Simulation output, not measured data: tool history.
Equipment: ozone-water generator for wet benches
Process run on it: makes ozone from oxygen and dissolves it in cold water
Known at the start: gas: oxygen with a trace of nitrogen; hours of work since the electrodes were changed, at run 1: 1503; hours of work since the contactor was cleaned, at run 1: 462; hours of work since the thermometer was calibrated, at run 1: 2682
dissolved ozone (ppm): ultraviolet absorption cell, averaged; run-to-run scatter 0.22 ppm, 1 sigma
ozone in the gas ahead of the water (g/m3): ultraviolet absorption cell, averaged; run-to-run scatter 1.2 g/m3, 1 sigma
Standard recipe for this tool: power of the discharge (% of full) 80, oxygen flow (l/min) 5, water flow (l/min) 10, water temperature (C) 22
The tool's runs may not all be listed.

run,day,power of the discharge (% of full),oxygen flow (l/min),water flow (l/min),water temperature (C),hours of work since the electrodes were changed,hours of work since the contactor was cleaned,hours of work since the thermometer was calibrated,dissolved ozone (ppm),ozone in the gas ahead of the water (g/m3)
1,0,80,5,10,22,1503,462,2682,31.4,206.7
2,1.946,80,5,10,22,1545,504,2723,31.5,209
3,3.296,80,2.64,10,22,1574,533,2752,36.9,325.1
4,5.942,80,2.64,10,22,1630,589,2809,36.9,318.4
5,7.542,80,2.64,10,22,1665,624,2843,36.8,321.6
6,9.862,80,2.64,10,22,1714,673,2893,36,319.6
7,12.183,80,2.64,10,22,1764,723,2942,35.9,321.1
8,13.779,80,2.64,10,22,1798,757,2977,36.3,314.5
9,15.588,80,2.64,10,22,1837,796,3015,36.4,317.7
10,17.421,80,2.64,10,22,1876,835,3054,36.5,320.2
11,18.767,80,5,10,22,1905,864,3083,30.8,206.9
12,22.038,80,5,10,22,1975,934,3153,30.9,207.2
13,24.092,80,5,10,28,2019,978,3197,27.5,206.6
14,27.021,83,5,10,22,2081,1040,3260,31.8,211.1
# day 27.679: water thermometer calibrated
15,30.275,80,5,10,28,2150,1110,56,27.5,204.3
16,32.25,80,5,10,28,2193,1152,98,27.1,205.1
17,35.508,80,5,10,28,2262,1222,168,27,204.5
18,38.392,49,5,10,15,2324,1283,229,28,161.9
19,40.367,80,2.76,16,22,2366,1326,271,25.7,303.6
20,43.338,47,3.39,10,22,2430,1389,335,26.2,205.1
# day 45.417: water thermometer calibrated, once more
21,45.554,47,6.22,6,22,2477,1436,3,26.9,135.7
22,48.592,80,3.31,10,24,2542,1501,68,33.4,266.4
23,51.775,80,3.5,9,22,2610,1569,136,35.8,259.9
24,54.804,57,5,10,23,2675,1634,201,25.4,171.3
25,57.983,57,5,10,23,2743,1702,269,25.4,171.5
26,61.038,57,2.64,15,23,2808,1767,334,22.4,264.4
27,62.538,52,6.38,7,28,2840,1799,366,22.4,139.4
28,65.662,90,2.93,12,21,2907,1866,433,32.8,305.7
29,68.4,63,2.93,12,16,2966,1925,492,29.9,259.1
30,71.096,50,5,10,15,3023,1983,549,27.7,159.9
31,73.388,80,5,10,25,3072,2032,598,28.6,201.5
32,74.779,80,5,10,25,3102,2061,628,28.4,201.2
33,77.579,46,6.9,10,29,3162,2121,688,17.4,123.6

Table of differences, measured result less the result of that run with no hidden state. Run-to-run variation is the same in both. Gauge scatter possibly is not:
What the log doesn't record here: yield of the discharge, % of new electrodes'; contactor's efficiency, % of a clean one's; true water temperature over the reading, C; drift of the gauge itself on ozone_ppm, %; drift of the gauge itself on gas_g_m3, %.
run,dissolved ozone (ppm),ozone in the gas ahead of the water (g/m3)
1,-1.1,-5.7
2,-1.1,-5.9
3,-1.4,-9.4
4,-1.4,-9.7
5,-1.5,-10.1
6,-1.5,-10.4
7,-1.5,-10.7
8,-1.5,-10.8
9,-1.6,-11.2
10,-1.6,-11.5
11,-1.5,-7.6
12,-1.6,-7.9
13,-1.4,-8.2
14,-1.7,-8.7
15,-1.5,-8.7
16,-1.5,-8.9
17,-1.5,-9.2
18,-1.3,-5.7
19,-1.6,-14.3
20,-1.3,-7.5
21,-1.3,-5
22,-2.1,-13.7
23,-2.4,-13.7
24,-1.5,-7.8
25,-1.5,-8.1
26,-1.4,-12.8
27,-1.3,-6.5
28,-2.6,-19.5
29,-2.1,-14
30,-1.7,-7.8
31,-2.3,-12.8
32,-2.3,-13.1
33,-1.1,-6

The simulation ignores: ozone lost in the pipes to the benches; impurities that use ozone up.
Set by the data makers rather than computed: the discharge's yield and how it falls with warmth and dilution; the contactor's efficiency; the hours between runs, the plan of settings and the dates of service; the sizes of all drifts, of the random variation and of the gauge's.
